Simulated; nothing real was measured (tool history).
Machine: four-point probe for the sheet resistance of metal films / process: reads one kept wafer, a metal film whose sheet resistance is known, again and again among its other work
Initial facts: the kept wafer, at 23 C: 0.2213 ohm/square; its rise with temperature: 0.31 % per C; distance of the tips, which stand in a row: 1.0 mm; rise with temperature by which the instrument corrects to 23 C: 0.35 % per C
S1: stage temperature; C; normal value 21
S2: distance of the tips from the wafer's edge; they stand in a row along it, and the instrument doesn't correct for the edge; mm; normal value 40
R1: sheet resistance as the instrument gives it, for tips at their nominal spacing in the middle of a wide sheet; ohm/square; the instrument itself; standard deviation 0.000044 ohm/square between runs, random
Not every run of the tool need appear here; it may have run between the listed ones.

run,day,S1,S2,R1
1,0.000,21,40,0.221177
2,1.896,21,40,0.221194
3,3.729,20,40,0.221411
4,4.725,21,40,0.221292
5,5.821,21,40,0.221208
6,7.512,21,40,0.221249
7,8.850,21,40,0.221254
# day 8.975: stage's thermometer calibrated
8,10.600,21,40,0.221206
9,12.067,23,40,0.221067
10,13.979,23,72,0.220950
11,15.154,23,72,0.221034
12,16.779,25,25,0.221107
13,18.488,25,25,0.221044
# day 19.954: stage's thermometer calibrated, once more
14,20.054,19,40,0.221971
15,21.292,19,40,0.221916
16,22.621,35,12,0.221127

Estimate the outcome of run 17 from the log above:
17,24.375,25,71,?

R1: 0.221221 ohm/square
Minus the tool's unlogged condition, the same run would have read R1 0.221055 ohm/square.

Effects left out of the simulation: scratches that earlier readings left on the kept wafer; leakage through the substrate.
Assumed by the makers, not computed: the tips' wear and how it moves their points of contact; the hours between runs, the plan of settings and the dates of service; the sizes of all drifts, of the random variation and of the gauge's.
